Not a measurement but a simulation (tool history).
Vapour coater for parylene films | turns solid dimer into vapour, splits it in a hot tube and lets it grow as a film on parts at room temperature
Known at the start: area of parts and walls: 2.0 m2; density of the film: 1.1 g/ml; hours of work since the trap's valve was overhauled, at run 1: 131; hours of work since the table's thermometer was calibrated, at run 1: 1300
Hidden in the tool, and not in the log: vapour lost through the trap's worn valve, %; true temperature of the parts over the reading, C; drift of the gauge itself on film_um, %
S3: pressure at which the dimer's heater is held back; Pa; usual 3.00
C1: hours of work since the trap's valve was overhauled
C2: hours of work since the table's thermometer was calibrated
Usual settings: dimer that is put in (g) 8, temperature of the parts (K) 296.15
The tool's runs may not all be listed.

{"run": 1, "day": 0.0, "dimer that is put in (g)": 8, "temperature of the parts (K)": 296.15, "S3": 3.0, "C1": 131, "C2": 1300, "thickness of the film (nm)": 2940}
{"run": 2, "day": 3.246, "dimer that is put in (g)": 8, "temperature of the parts (K)": 296.15, "S3": 3.0, "C1": 194, "C2": 1363, "thickness of the film (nm)": 2930}
{"day": 5.129, "done": "trap's valve overhauled"}
{"run": 3, "day": 6.733, "dimer that is put in (g)": 8, "temperature of the parts (K)": 296.15, "S3": 3.0, "C1": 31, "C2": 1427, "thickness of the film (nm)": 2910}
{"run": 4, "day": 8.467, "dimer that is put in (g)": 8, "temperature of the parts (K)": 296.15, "S3": 3.0, "C1": 65, "C2": 1461, "thickness of the film (nm)": 2940}
{"run": 5, "day": 11.042, "dimer that is put in (g)": 8, "temperature of the parts (K)": 296.15, "S3": 3.0, "C1": 115, "C2": 1510, "thickness of the film (nm)": 2950}
{"run": 6, "day": 13.867, "dimer that is put in (g)": 8, "temperature of the parts (K)": 296.15, "S3": 2.4, "C1": 169, "C2": 1565, "thickness of the film (nm)": 3070}
{"run": 7, "day": 16.412, "dimer that is put in (g)": 8, "temperature of the parts (K)": 296.15, "S3": 2.4, "C1": 219, "C2": 1615, "thickness of the film (nm)": 3030}
{"day": 17.067, "done": "trap's valve overhauled"}
{"run": 8, "day": 18.133, "dimer that is put in (g)": 8, "temperature of the parts (K)": 296.15, "S3": 2.4, "C1": 21, "C2": 1645, "thickness of the film (nm)": 3090}
{"run": 9, "day": 20.746, "dimer that is put in (g)": 8, "temperature of the parts (K)": 296.15, "S3": 3.0, "C1": 71, "C2": 1695, "thickness of the film (nm)": 2920}
{"run": 10, "day": 22.388, "dimer that is put in (g)": 8, "temperature of the parts (K)": 296.15, "S3": 3.11, "C1": 103, "C2": 1727, "thickness of the film (nm)": 2860}
{"run": 11, "day": 25.021, "dimer that is put in (g)": 8, "temperature of the parts (K)": 296.15, "S3": 3.11, "C1": 154, "C2": 1778, "thickness of the film (nm)": 2910}
{"run": 12, "day": 28.146, "dimer that is put in (g)": 8, "temperature of the parts (K)": 307.15, "S3": 3.11, "C1": 215, "C2": 1839, "thickness of the film (nm)": 2240}
{"day": 28.996, "done": "trap's valve overhauled"}
{"day": 29.038, "done": "table's thermometer calibrated"}
{"run": 13, "day": 31.721, "dimer that is put in (g)": 8, "temperature of the parts (K)": 307.15, "S3": 3.11, "C1": 52, "C2": 52, "thickness of the film (nm)": 2210}
{"run": 14, "day": 34.05, "dimer that is put in (g)": 8, "temperature of the parts (K)": 307.15, "S3": 3.11, "C1": 97, "C2": 97, "thickness of the film (nm)": 2230}
{"run": 15, "day": 36.612, "dimer that is put in (g)": 8, "temperature of the parts (K)": 307.15, "S3": 3.11, "C1": 147, "C2": 147, "thickness of the film (nm)": 2270}
{"run": 16, "day": 39.246, "dimer that is put in (g)": 8, "temperature of the parts (K)": 307.15, "S3": 3.11, "C1": 198, "C2": 198, "thickness of the film (nm)": 2220}
{"day": 41.092, "done": "trap's valve overhauled"}
{"run": 17, "day": 41.933, "dimer that is put in (g)": 8, "temperature of the parts (K)": 296.15, "S3": 3.1, "C1": 16, "C2": 247, "thickness of the film (nm)": 2890}
{"run": 18, "day": 44.1, "dimer that is put in (g)": 8, "temperature of the parts (K)": 296.15, "S3": 3.0, "C1": 58, "C2": 289, "thickness of the film (nm)": 2890}
{"run": 19, "day": 45.8, "dimer that is put in (g)": 8, "temperature of the parts (K)": 296.15, "S3": 3.0, "C1": 91, "C2": 322, "thickness of the film (nm)": 2860}
{"run": 20, "day": 47.75, "dimer that is put in (g)": 8, "temperature of the parts (K)": 296.15, "S3": 3.0, "C1": 129, "C2": 359, "thickness of the film (nm)": 2920}
{"run": 21, "day": 49.308, "dimer that is put in (g)": 8, "temperature of the parts (K)": 298.15, "S3": 3.0, "C1": 159, "C2": 390, "thickness of the film (nm)": 2850}
{"run": 22, "day": 51.038, "dimer that is put in (g)": 8, "temperature of the parts (K)": 298.15, "S3": 3.0, "C1": 193, "C2": 423, "thickness of the film (nm)": 2820}
{"day": 53.108, "done": "trap's valve overhauled"}
{"run": 23, "day": 54.408, "dimer that is put in (g)": 8, "temperature of the parts (K)": 298.15, "S3": 3.0, "C1": 25, "C2": 485, "thickness of the film (nm)": 2830}
{"run": 24, "day": 56.842, "dimer that is put in (g)": 10, "temperature of the parts (K)": 291.15, "S3": 3.0, "C1": 72, "C2": 532, "thickness of the film (nm)": 4170}
{"run": 25, "day": 59.208, "dimer that is put in (g)": 5, "temperature of the parts (K)": 297.15, "S3": 9.24, "C1": 118, "C2": 578, "thickness of the film (nm)": 1400}
{"run": 26, "day": 61.696, "dimer that is put in (g)": 5, "temperature of the parts (K)": 297.15, "S3": 9.24, "C1": 166, "C2": 626, "thickness of the film (nm)": 1410}
{"day": 64.95, "done": "trap's valve overhauled"}
{"run": 27, "day": 64.95, "dimer that is put in (g)": 5, "temperature of the parts (K)": 297.15, "S3": 9.24, "C1": 0, "C2": 686, "thickness of the film (nm)": 1420}
{"run": 28, "day": 66.717, "dimer that is put in (g)": 13, "temperature of the parts (K)": 294.15, "S3": 2.18, "C1": 34, "C2": 720, "thickness of the film (nm)": 5360}
{"run": 29, "day": 69.812, "dimer that is put in (g)": 8, "temperature of the parts (K)": 306.15, "S3": 3.0, "C1": 94, "C2": 780, "thickness of the film (nm)": 2330}
{"run": 30, "day": 72.212, "dimer that is put in (g)": 8, "temperature of the parts (K)": 296.15, "S3": 7.39, "C1": 141, "C2": 827, "thickness of the film (nm)": 2420}
{"run": 31, "day": 75.65, "dimer that is put in (g)": 6, "temperature of the parts (K)": 306.15, "S3": 2.47, "C1": 207, "C2": 894, "thickness of the film (nm)": 1790}
{"day": 76.917, "done": "trap's valve overhauled"}
{"run": 32, "day": 79.079, "dimer that is put in (g)": 5, "temperature of the parts (K)": 304.15, "S3": 5.2, "C1": 42, "C2": 957, "thickness of the film (nm)": 1330}
{"run": 33, "day": 81.017, "dimer that is put in (g)": 5, "temperature of the parts (K)": 304.15, "S3": 2.85, "C1": 79, "C2": 994, "thickness of the film (nm)": 1550}
{"run": 34, "day": 83.192, "dimer that is put in (g)": 5, "temperature of the parts (K)": 304.15, "S3": 3.43, "C1": 122, "C2": 1036, "thickness of the film (nm)": 1470}
{"run": 35, "day": 86.238, "dimer that is put in (g)": 11, "temperature of the parts (K)": 304.15, "S3": 2.8, "C1": 181, "C2": 1096, "thickness of the film (nm)": 3410}
{"day": 88.858, "done": "trap's valve overhauled"}
{"run": 36, "day": 89.371, "dimer that is put in (g)": 11, "temperature of the parts (K)": 304.15, "S3": 2.8, "C1": 10, "C2": 1153, "thickness of the film (nm)": 3390}
{"run": 37, "day": 91.175, "dimer that is put in (g)": 11, "temperature of the parts (K)": 304.15, "S3": 2.8, "C1": 45, "C2": 1188, "thickness of the film (nm)": 3360}
{"run": 38, "day": 94.471, "dimer that is put in (g)": 11, "temperature of the parts (K)": 304.15, "S3": 2.8, "C1": 109, "C2": 1252, "thickness of the film (nm)": 3390}
{"run": 39, "day": 97.762, "dimer that is put in (g)": 6, "temperature of the parts (K)": 296.15, "S3": 4.57, "C1": 173, "C2": 1316, "thickness of the film (nm)": 2000}
{"run": 40, "day": 99.575, "dimer that is put in (g)": 10, "temperature of the parts (K)": 301.15, "S3": 4.54, "C1": 208, "C2": 1351, "thickness of the film (nm)": 3000}
{"day": 100.792, "done": "trap's valve overhauled"}
{"run": 41, "day": 101.667, "dimer that is put in (g)": 10, "temperature of the parts (K)": 306.15, "S3": 2.71, "C1": 17, "C2": 1388, "thickness of the film (nm)": 2970}
{"run": 42, "day": 104.538, "dimer that is put in (g)": 11, "temperature of the parts (K)": 290.15, "S3": 3.11, "C1": 73, "C2": 1444, "thickness of the film (nm)": 4650}
{"run": 43, "day": 107.242, "dimer that is put in (g)": 10, "temperature of the parts (K)": 304.15, "S3": 7.87, "C1": 125, "C2": 1496, "thickness of the film (nm)": 2430}
{"run": 44, "day": 109.3, "dimer that is put in (g)": 11, "temperature of the parts (K)": 304.15, "S3": 3.46, "C1": 165, "C2": 1536, "thickness of the film (nm)": 3220}
{"run": 45, "day": 110.846, "dimer that is put in (g)": 11, "temperature of the parts (K)": 304.15, "S3": 3.46, "C1": 195, "C2": 1566, "thickness of the film (nm)": 3200}
{"day": 112.679, "done": "trap's valve overhauled"}
{"run": 46, "day": 113.446, "dimer that is put in (g)": 11, "temperature of the parts (K)": 304.15, "S3": 3.46, "C1": 15, "C2": 1613, "thickness of the film (nm)": 3230}

Forecast each of these 4 alternatives for the next run:
{"run": "A", "day": 116.192, "dimer that is put in (g)": 8, "temperature of the parts (K)": 291.15, "S3": 3.0, "C1": 68, "C2": 1666, "thickness of the film (nm)": "?"}
{"run": "B", "day": 116.192, "dimer that is put in (g)": 6, "temperature of the parts (K)": 294.15, "S3": 5.61, "C1": 68, "C2": 1666, "thickness of the film (nm)": "?"}
{"run": "C", "day": 116.192, "dimer that is put in (g)": 12, "temperature of the parts (K)": 298.15, "S3": 3.46, "C1": 68, "C2": 1666, "thickness of the film (nm)": "?"}
{"run": "D", "day": 116.192, "dimer that is put in (g)": 5, "temperature of the parts (K)": 296.15, "S3": 2.29, "C1": 68, "C2": 1666, "thickness of the film (nm)": "?"}

run=A thickness_of_the_film_(nm)=3290
run=B thickness_of_the_film_(nm)=2010
run=C thickness_of_the_film_(nm)=4060
run=D thickness_of_the_film_(nm)=1930
Without the tool's hidden state the same runs would have given:
run=A thickness_of_the_film_(nm)=3300
run=B thickness_of_the_film_(nm)=2020
run=C thickness_of_the_film_(nm)=4080
run=D thickness_of_the_film_(nm)=1940

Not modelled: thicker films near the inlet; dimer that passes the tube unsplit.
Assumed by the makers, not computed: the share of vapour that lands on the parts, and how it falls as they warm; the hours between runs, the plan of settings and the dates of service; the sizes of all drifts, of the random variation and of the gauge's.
